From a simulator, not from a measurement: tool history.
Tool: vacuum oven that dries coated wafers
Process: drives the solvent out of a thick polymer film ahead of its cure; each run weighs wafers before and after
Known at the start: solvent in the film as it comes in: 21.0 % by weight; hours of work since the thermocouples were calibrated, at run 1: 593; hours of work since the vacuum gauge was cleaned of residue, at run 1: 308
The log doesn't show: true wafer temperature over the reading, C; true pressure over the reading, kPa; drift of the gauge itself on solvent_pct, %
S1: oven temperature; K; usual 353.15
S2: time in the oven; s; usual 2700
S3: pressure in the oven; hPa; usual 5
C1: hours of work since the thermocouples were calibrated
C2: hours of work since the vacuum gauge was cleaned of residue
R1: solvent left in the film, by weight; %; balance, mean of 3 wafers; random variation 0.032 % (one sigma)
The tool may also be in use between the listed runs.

| run | hour | S1 | S2 | S3 | C1 | C2 | R1 |
|---|---|---|---|---|---|---|---|
| 1 | 0 | 353.15 | 2700 | 5 | 593 | 308 | 1.12 |
| 2 | 12.3 | 353.15 | 2700 | 5 | 598 | 313 | 1.1 |
| 3 | 23.1 | 353.15 | 2700 | 5 | 603 | 317 | 1.12 |
| 4 | 33 | 353.15 | 2700 | 5 | 607 | 321 | 1.17 |
| 5 | 45 | 353.15 | 2700 | 5 | 612 | 326 | 1.12 |
| 6 | 66.5 | 353.15 | 2700 | 5 | 620 | 335 | 1.13 |
| 7 | 89.5 | 353.15 | 2700 | 5 | 630 | 344 | 1.1 |
| 8 | 104.4 | 353.15 | 2700 | 5 | 636 | 350 | 1.19 |
| 9 | 123.9 | 342.15 | 2700 | 5 | 644 | 358 | 4.99 |
| 10 | 143.5 | 354.15 | 2700 | 5 | 652 | 366 | 0.99 |
| 11 | 167.4 | 354.15 | 2700 | 5 | 661 | 376 | 0.99 |
| 12 | 188 | 354.15 | 2700 | 13.46 | 670 | 384 | 1.9 |
| 13 | 201.4 | 367.15 | 1980 | 13.46 | 675 | 389 | 0.97 |
| 14 | 222.2 | 355.15 | 1980 | 3.91 | 683 | 398 | 1.35 |
| 15 | 235.9 | 355.15 | 1980 | 3.14 | 689 | 403 | 1.25 |
| 16 | 253.6 | 355.15 | 1980 | 3.14 | 696 | 410 | 1.3 |
| 17 | 270.6 | 365.15 | 4800 | 13.68 | 703 | 417 | 0.92 |
| 18 | 281.1 | 365.15 | 4800 | 13.68 | 707 | 422 | 1.05 |
| 19 | 294.4 | 361.15 | 1680 | 13.68 | 713 | 427 | 1.49 |
| 20 | 307.5 | 363.15 | 4380 | 10.02 | 718 | 432 | 0.79 |
| 21 | 327.3 | 353.15 | 2700 | 18.64 | 726 | 440 | 2.68 |
| 22 | 347.3 | 366.15 | 1500 | 19.71 | 734 | 448 | 1.49 |
| 23 | 363.9 | 351.15 | 2700 | 4.26 | 741 | 455 | 1.45 |
| 24 | 383.3 | 352.15 | 1500 | 11.43 | 749 | 463 | 4.13 |

Forecast each of these 4 alternatives for the next run:
| A | 397.1 | 362.15 | 2700 | 5 | 754 | 469 | ? |
| B | 397.1 | 366.15 | 2580 | 2.75 | 754 | 469 | ? |
| C | 397.1 | 353.15 | 3000 | 6.88 | 754 | 469 | ? |
| D | 397.1 | 352.15 | 1500 | 4.53 | 754 | 469 | ? |

| run | R1 |
|---|---|
| A | 0.39 |
| B | 0.2 |
| C | 1.18 |
| D | 3.41 |
Without the tool's hidden state the same runs would have given:
| run | R1 |
|---|---|
| A | 0.39 |
| B | 0.19 |
| C | 1.18 |
| D | 3.42 |

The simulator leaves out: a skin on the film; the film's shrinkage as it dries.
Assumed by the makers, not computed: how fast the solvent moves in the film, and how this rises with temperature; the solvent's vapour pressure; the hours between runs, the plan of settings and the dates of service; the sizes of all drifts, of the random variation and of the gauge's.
